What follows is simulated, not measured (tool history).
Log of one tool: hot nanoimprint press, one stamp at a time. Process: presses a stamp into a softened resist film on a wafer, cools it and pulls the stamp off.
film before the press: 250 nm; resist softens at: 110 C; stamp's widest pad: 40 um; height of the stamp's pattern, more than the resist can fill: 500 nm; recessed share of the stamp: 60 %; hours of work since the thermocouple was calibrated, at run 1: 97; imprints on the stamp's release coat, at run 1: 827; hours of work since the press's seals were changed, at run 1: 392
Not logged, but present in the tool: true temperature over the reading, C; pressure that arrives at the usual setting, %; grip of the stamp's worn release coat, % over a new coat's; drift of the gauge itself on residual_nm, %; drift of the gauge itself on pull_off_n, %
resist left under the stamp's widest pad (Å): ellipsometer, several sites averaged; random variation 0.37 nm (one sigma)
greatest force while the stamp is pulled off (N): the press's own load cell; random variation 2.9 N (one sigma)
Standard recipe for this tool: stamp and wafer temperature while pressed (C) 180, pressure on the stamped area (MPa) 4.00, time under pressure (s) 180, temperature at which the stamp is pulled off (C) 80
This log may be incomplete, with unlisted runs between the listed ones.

run     day  stamp and wafer temperature while pressed (C)  pressure on the stamped area (MPa)  time under pressure (s)  temperature at which the stamp is pulled off (C)  hours of work since the thermocouple was calibrated  imprints on the stamp's release coat  hours of work since the press's seals were changed  resist left under the stamp's widest pad (Å)  greatest force while the stamp is pulled off (N)
  1   0.000                                            180                                4.00                      180                                                80                                                   97                                   827                                                 392                                          1000                                               144
  2   4.129                                            169                                4.00                      180                                                80                                                  159                                  1032                                                 454                                          1535                                               140
  3   7.296                                            180                                4.00                      180                                                73                                                  207                                  1189                                                 501                                          1004                                               157
     10.296  -- stamp cleaned and given a new release coat
  4  11.821                                            180                                4.00                      180                                                73                                                  271                                    76                                                 566                                          1006                                               158
  5  14.012                                            180                                4.00                      180                                                80                                                  304                                   184                                                 599                                           996                                               140
  6  16.283                                            180                                4.00                      180                                                80                                                  338                                   297                                                 633                                          1006                                               139
  7  20.346                                            174                                2.92                      180                                                80                                                  399                                   499                                                 694                                          1452                                               132
     21.267  -- press's hydraulic seals changed and the load cell set to zero
  8  24.812                                            174                                2.92                      180                                                80                                                  461                                   705                                                  53                                          1454                                               141
     25.817  -- plate thermocouple calibrated
  9  28.488                                            174                                3.18                      180                                                70                                                   40                                   881                                                 107                                          1413                                               158
 10  32.192                                            180                                4.00                      232                                                74                                                   96                                  1065                                                 163                                           912                                               145

Predict each of these 5 candidate next runs independently; none follows another, all start after run 10:
  A  34.292                                            185                                4.00                      232                                                72                                                  128                                  1169                                                 194                                             ?                                                 ?
  B  34.292                                            180                                4.00                      147                                                74                                                  128                                  1169                                                 194                                             ?                                                 ?
  C  34.292                                            171                                2.60                      232                                                74                                                  128                                  1169                                                 194                                             ?                                                 ?
  D  34.292                                            182                                4.00                      169                                                84                                                  128                                  1169                                                 194                                             ?                                                 ?
  E  34.292                                            180                                4.00                      232                                                69                                                  128                                  1169                                                 194                                             ?                                                 ?

run  resist left under the stamp's widest pad (Å)  greatest force while the stamp is pulled off (N)
  A                                           738                                               151
  B                                          1095                                               153
  C                                          1563                                               148
  D                                           952                                               132
  E                                           915                                               167
With no hidden state in the tool, these same runs would have given:
run  resist left under the stamp's widest pad (Å)  greatest force while the stamp is pulled off (N)
  A                                           730                                               149
  B                                          1083                                               151
  C                                          1546                                               146
  D                                           942                                               130
  E                                           904                                               165
